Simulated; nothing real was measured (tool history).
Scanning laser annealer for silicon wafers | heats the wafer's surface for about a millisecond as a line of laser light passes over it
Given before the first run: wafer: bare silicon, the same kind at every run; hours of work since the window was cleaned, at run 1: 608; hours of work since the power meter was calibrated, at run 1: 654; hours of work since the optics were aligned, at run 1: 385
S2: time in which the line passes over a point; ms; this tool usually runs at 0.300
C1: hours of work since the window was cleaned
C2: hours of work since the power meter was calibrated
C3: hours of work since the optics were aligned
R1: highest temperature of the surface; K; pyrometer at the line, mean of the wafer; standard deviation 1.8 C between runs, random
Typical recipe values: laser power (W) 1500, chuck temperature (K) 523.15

{"run": 1, "hour": 0.0, "laser power (W)": 1500, "S2": 0.3, "chuck temperature (K)": 523.15, "C1": 608, "C2": 654, "C3": 385, "R1": 1239.15}
{"hour": 5.4, "done": "window over the wafer cleaned"}
{"run": 2, "hour": 49.5, "laser power (W)": 1326, "S2": 0.3, "chuck temperature (K)": 523.15, "C1": 22, "C2": 677, "C3": 408, "R1": 1196.15}
{"run": 3, "hour": 95.0, "laser power (W)": 1326, "S2": 0.3, "chuck temperature (K)": 523.15, "C1": 44, "C2": 699, "C3": 430, "R1": 1191.15}
{"run": 4, "hour": 117.2, "laser power (W)": 1426, "S2": 0.3, "chuck temperature (K)": 523.15, "C1": 55, "C2": 710, "C3": 441, "R1": 1240.15}
{"run": 5, "hour": 157.7, "laser power (W)": 1426, "S2": 0.3, "chuck temperature (K)": 523.15, "C1": 75, "C2": 730, "C3": 461, "R1": 1242.15}
{"run": 6, "hour": 203.5, "laser power (W)": 1426, "S2": 0.3, "chuck temperature (K)": 523.15, "C1": 97, "C2": 753, "C3": 484, "R1": 1239.15}
{"run": 7, "hour": 231.8, "laser power (W)": 1426, "S2": 0.3, "chuck temperature (K)": 517.15, "C1": 111, "C2": 766, "C3": 498, "R1": 1235.15}
{"run": 8, "hour": 262.2, "laser power (W)": 1500, "S2": 0.3, "chuck temperature (K)": 523.15, "C1": 126, "C2": 781, "C3": 512, "R1": 1274.15}
{"run": 9, "hour": 297.1, "laser power (W)": 1500, "S2": 0.3, "chuck temperature (K)": 523.15, "C1": 143, "C2": 798, "C3": 530, "R1": 1276.15}
{"run": 10, "hour": 323.6, "laser power (W)": 1500, "S2": 0.3, "chuck temperature (K)": 523.15, "C1": 156, "C2": 811, "C3": 543, "R1": 1277.15}
{"run": 11, "hour": 348.8, "laser power (W)": 1500, "S2": 0.3, "chuck temperature (K)": 523.15, "C1": 168, "C2": 824, "C3": 555, "R1": 1274.15}
{"run": 12, "hour": 374.7, "laser power (W)": 1500, "S2": 0.3, "chuck temperature (K)": 523.15, "C1": 181, "C2": 837, "C3": 568, "R1": 1274.15}
{"run": 13, "hour": 403.9, "laser power (W)": 1500, "S2": 0.3, "chuck temperature (K)": 523.15, "C1": 196, "C2": 851, "C3": 582, "R1": 1271.15}
{"run": 14, "hour": 448.5, "laser power (W)": 1500, "S2": 0.3, "chuck temperature (K)": 523.15, "C1": 217, "C2": 873, "C3": 604, "R1": 1270.15}
{"run": 15, "hour": 468.0, "laser power (W)": 1549, "S2": 0.3, "chuck temperature (K)": 523.15, "C1": 227, "C2": 882, "C3": 613, "R1": 1297.15}
{"run": 16, "hour": 505.0, "laser power (W)": 1500, "S2": 0.3, "chuck temperature (K)": 523.15, "C1": 245, "C2": 900, "C3": 632, "R1": 1269.15}
{"run": 17, "hour": 526.1, "laser power (W)": 1500, "S2": 0.3, "chuck temperature (K)": 523.15, "C1": 255, "C2": 911, "C3": 642, "R1": 1268.15}
{"run": 18, "hour": 564.1, "laser power (W)": 1500, "S2": 0.3, "chuck temperature (K)": 523.15, "C1": 274, "C2": 929, "C3": 661, "R1": 1265.15}
{"run": 19, "hour": 610.9, "laser power (W)": 1500, "S2": 0.3, "chuck temperature (K)": 523.15, "C1": 297, "C2": 952, "C3": 683, "R1": 1263.15}
{"run": 20, "hour": 651.1, "laser power (W)": 1500, "S2": 0.3, "chuck temperature (K)": 562.15, "C1": 317, "C2": 972, "C3": 703, "R1": 1298.15}
{"run": 21, "hour": 698.8, "laser power (W)": 1500, "S2": 0.3, "chuck temperature (K)": 562.15, "C1": 340, "C2": 996, "C3": 727, "R1": 1294.15}
{"run": 22, "hour": 733.1, "laser power (W)": 1500, "S2": 0.3, "chuck temperature (K)": 562.15, "C1": 357, "C2": 1012, "C3": 743, "R1": 1298.15}
{"run": 23, "hour": 769.9, "laser power (W)": 1530, "S2": 0.218, "chuck temperature (K)": 526.15, "C1": 375, "C2": 1030, "C3": 761, "R1": 1149.15}
{"run": 24, "hour": 794.1, "laser power (W)": 1500, "S2": 0.343, "chuck temperature (K)": 523.15, "C1": 387, "C2": 1042, "C3": 773, "R1": 1314.15}
{"run": 25, "hour": 830.1, "laser power (W)": 1628, "S2": 0.349, "chuck temperature (K)": 524.15, "C1": 405, "C2": 1060, "C3": 791, "R1": 1394.15}
{"run": 26, "hour": 869.2, "laser power (W)": 1631, "S2": 0.268, "chuck temperature (K)": 518.15, "C1": 424, "C2": 1079, "C3": 810, "R1": 1260.15}
{"run": 27, "hour": 907.9, "laser power (W)": 1281, "S2": 0.369, "chuck temperature (K)": 487.15, "C1": 443, "C2": 1098, "C3": 829, "R1": 1178.15}
{"run": 28, "hour": 929.5, "laser power (W)": 1281, "S2": 0.369, "chuck temperature (K)": 487.15, "C1": 453, "C2": 1109, "C3": 840, "R1": 1181.15}
{"run": 29, "hour": 964.0, "laser power (W)": 1500, "S2": 0.226, "chuck temperature (K)": 508.15, "C1": 470, "C2": 1126, "C3": 857, "R1": 1124.15}
{"run": 30, "hour": 1007.4, "laser power (W)": 1500, "S2": 0.264, "chuck temperature (K)": 551.15, "C1": 492, "C2": 1147, "C3": 878, "R1": 1220.15}
{"run": 31, "hour": 1037.5, "laser power (W)": 1413, "S2": 0.355, "chuck temperature (K)": 523.15, "C1": 506, "C2": 1162, "C3": 893, "R1": 1267.15}
{"run": 32, "hour": 1073.3, "laser power (W)": 1500, "S2": 0.211, "chuck temperature (K)": 523.15, "C1": 524, "C2": 1179, "C3": 910, "R1": 1109.15}
{"run": 33, "hour": 1108.4, "laser power (W)": 1479, "S2": 0.271, "chuck temperature (K)": 512.15, "C1": 541, "C2": 1196, "C3": 928, "R1": 1181.15}
{"run": 34, "hour": 1152.6, "laser power (W)": 1409, "S2": 0.302, "chuck temperature (K)": 527.15, "C1": 563, "C2": 1218, "C3": 949, "R1": 1198.15}
{"run": 35, "hour": 1196.1, "laser power (W)": 1409, "S2": 0.302, "chuck temperature (K)": 527.15, "C1": 584, "C2": 1239, "C3": 971, "R1": 1196.15}
{"run": 36, "hour": 1220.8, "laser power (W)": 1409, "S2": 0.302, "chuck temperature (K)": 527.15, "C1": 596, "C2": 1252, "C3": 983, "R1": 1196.15}
{"hour": 1248.7, "done": "window over the wafer cleaned"}
{"run": 37, "hour": 1249.3, "laser power (W)": 1500, "S2": 0.22, "chuck temperature (K)": 486.15, "C1": 0, "C2": 1265, "C3": 996, "R1": 1117.15}
{"run": 38, "hour": 1281.0, "laser power (W)": 1500, "S2": 0.22, "chuck temperature (K)": 486.15, "C1": 16, "C2": 1280, "C3": 1011, "R1": 1120.15}
{"run": 39, "hour": 1324.2, "laser power (W)": 1500, "S2": 0.22, "chuck temperature (K)": 486.15, "C1": 37, "C2": 1301, "C3": 1032, "R1": 1114.15}
{"run": 40, "hour": 1348.2, "laser power (W)": 1584, "S2": 0.3, "chuck temperature (K)": 523.15, "C1": 49, "C2": 1313, "C3": 1044, "R1": 1319.15}
{"run": 41, "hour": 1380.5, "laser power (W)": 1507, "S2": 0.242, "chuck temperature (K)": 513.15, "C1": 65, "C2": 1329, "C3": 1060, "R1": 1176.15}
{"run": 42, "hour": 1410.6, "laser power (W)": 1530, "S2": 0.242, "chuck temperature (K)": 514.15, "C1": 79, "C2": 1344, "C3": 1075, "R1": 1189.15}

Measured less the same run without the tool's hidden state. The same run-to-run variation is in both; the gauge's scatter may not be:
Unlogged tool condition in this case: light that passes the window, % of a clean one's; laser's true power over the reading, %; width of the line over the set one, %; drift of the gauge itself on peak_c, C.
run=1 R1=-51.00
run=2 R1=-5.00
run=3 R1=-7.00
run=4 R1=-8.00
run=5 R1=-10.00
run=6 R1=-12.00
run=7 R1=-13.00
run=8 R1=-15.00
run=9 R1=-16.00
run=10 R1=-17.00
run=11 R1=-19.00
run=12 R1=-20.00
run=13 R1=-21.00
run=14 R1=-23.00
run=15 R1=-25.00
run=16 R1=-26.00
run=17 R1=-26.00
run=18 R1=-28.00
run=19 R1=-31.00
run=20 R1=-33.00
run=21 R1=-35.00
run=22 R1=-36.00
run=23 R1=-33.00
run=24 R1=-42.00
run=25 R1=-48.00
run=26 R1=-44.00
run=27 R1=-42.00
run=28 R1=-43.00
run=29 R1=-39.00
run=30 R1=-46.00
run=31 R1=-51.00
run=32 R1=-42.00
run=33 R1=-49.00
run=34 R1=-52.00
run=35 R1=-53.00
run=36 R1=-55.00
run=37 R1=-13.00
run=38 R1=-14.00
run=39 R1=-15.00
run=40 R1=-21.00
run=41 R1=-19.00
run=42 R1=-21.00
